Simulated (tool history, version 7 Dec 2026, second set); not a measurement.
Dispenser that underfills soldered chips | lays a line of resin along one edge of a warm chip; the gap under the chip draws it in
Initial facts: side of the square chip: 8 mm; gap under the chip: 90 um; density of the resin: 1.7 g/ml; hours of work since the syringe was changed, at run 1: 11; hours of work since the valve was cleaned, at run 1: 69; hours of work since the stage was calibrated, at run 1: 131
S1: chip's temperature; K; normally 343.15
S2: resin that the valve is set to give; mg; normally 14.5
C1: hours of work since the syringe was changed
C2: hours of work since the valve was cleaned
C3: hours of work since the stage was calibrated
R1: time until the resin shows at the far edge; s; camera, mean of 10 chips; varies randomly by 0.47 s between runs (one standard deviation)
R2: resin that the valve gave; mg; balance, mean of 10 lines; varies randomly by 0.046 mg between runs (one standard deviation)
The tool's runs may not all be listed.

run   hour      S1    S2  C1  C2   C3    R1     R2
  1    0.0  343.15  14.5  11  69  131  54.1  13.90
       1.0  -- new syringe of resin
  2    3.9  356.15  14.5   2  71  134  26.2  13.88
       8.6  -- dispensing valve cleaned and set on the balance
  3    8.7  356.15  14.5   4   0  136  29.2  14.53
  4   11.0  356.15  14.5   6   2  138  29.8  14.47
  5   14.2  343.15  14.5   8   4  140  48.1  14.45
  6   18.7  343.15  13.2  11   6  142  54.2  13.17
      20.3  -- new syringe of resin
  7   21.3  349.15  13.2   1   8  144  31.7  13.08
  8   25.2  343.15  14.5   3  10  146  41.0  14.42
  9   30.1  343.15  14.5   6  14  150  45.1  14.36
 10   33.7  343.15  14.5   9  16  152  48.3  14.38
 11   36.6  343.15  14.5  10  18  154  50.9  14.41
      38.5  -- new syringe of resin
 12   41.8  343.15  14.5   2  21  157  37.8  14.28
 13   46.9  348.15  14.5   5  24  160  36.4  14.31
 14   51.0  343.15  14.5   8  27  163  47.5  14.26
 15   54.6  343.15  14.5  10  29  165  50.5  14.23
      57.1  -- new syringe of resin
 16   60.2  343.15  14.5   2  33  169  39.9  14.25
 17   65.4  343.15  14.5   5  36  172  44.3  14.16
 18   68.0  343.15  15.2   7  38  174  45.5  14.82
 19   71.5  348.15  18.3   9  40  176  42.1  17.93
      75.4  -- new syringe of resin
 20   75.4  350.15  15.5   0  42  178  29.7  15.20
 21   79.4  357.15  15.2   3  45  181  26.2  14.79
 22   82.8  332.15  14.4   5  47  183  63.3  13.90
 23   87.1  332.15  14.4   8  50  186  68.9  13.94
 24   91.4  356.15  15.5  10  53  189  33.9  15.05
      93.7  -- new syringe of resin
 25   95.8  330.15  14.5   1  55  191  59.8  13.96
 26   99.6  330.15  14.5   4  58  194  65.3  14.00
 27  105.0  330.15  14.5   7  61  197  74.1  13.99
 28  109.4  330.15  14.5  10  64  200  79.3  14.00
     112.0  -- new syringe of resin
 29  114.4  336.15  14.5   2  67  203  51.0  13.89
 30  116.9  336.15  14.5   3  69  205  52.1  13.87
 31  122.4  350.15  16.9   7  72  208  35.4  16.20
     125.6  -- dispensing valve cleaned and set on the balance
 32  125.9  343.15  16.2   8   0  210  46.8  16.17
 33  129.9  339.15  12.7  11   3  212  62.4  12.71
     131.3  -- new syringe of resin
 34  134.7  353.15  16.1   2   6  215  28.6  15.93
 35  137.2  353.15  14.8   4   7  217  30.4  14.70

Below, each run's measurement less what the same run would have read without the hidden state. Both values contain the same run-to-run variation, but the gauge's scatter may not be the same in both:
The tool's hidden condition here consists of: resin's viscosity, % of fresh resin's; dose that the valve gives, % of what is set; true chip temperature over the reading, C; drift of the gauge itself on fill_s, %; drift of the gauge itself on given_mg, %.
run     R1     R2
  1  +17.5  -0.62
  2   +2.6  -0.64
  3   +4.6  +0.02
  4   +5.8  +0.00
  5  +11.9  -0.02
  6  +17.0  -0.04
  7   +1.7  -0.05
  8   +5.0  -0.09
  9   +9.4  -0.11
 10  +12.6  -0.13
 11  +15.6  -0.15
 12   +3.2  -0.18
 13   +6.3  -0.20
 14  +11.3  -0.23
 15  +14.7  -0.25
 16   +4.3  -0.28
 17   +8.7  -0.31
 18  +10.8  -0.34
 19  +11.9  -0.44
 20   +1.4  -0.39
 21   +3.1  -0.41
 22  +11.6  -0.40
 23  +17.3  -0.42
 24  +10.4  -0.48
 25   +5.5  -0.47
 26  +10.3  -0.49
 27  +18.2  -0.53
 28  +24.4  -0.55
 29   +5.0  -0.58
 30   +7.5  -0.59
 31   +8.1  -0.73
 32  +12.2  -0.02
 33  +19.9  -0.03
 34   +2.8  -0.07
 35   +4.3  -0.08
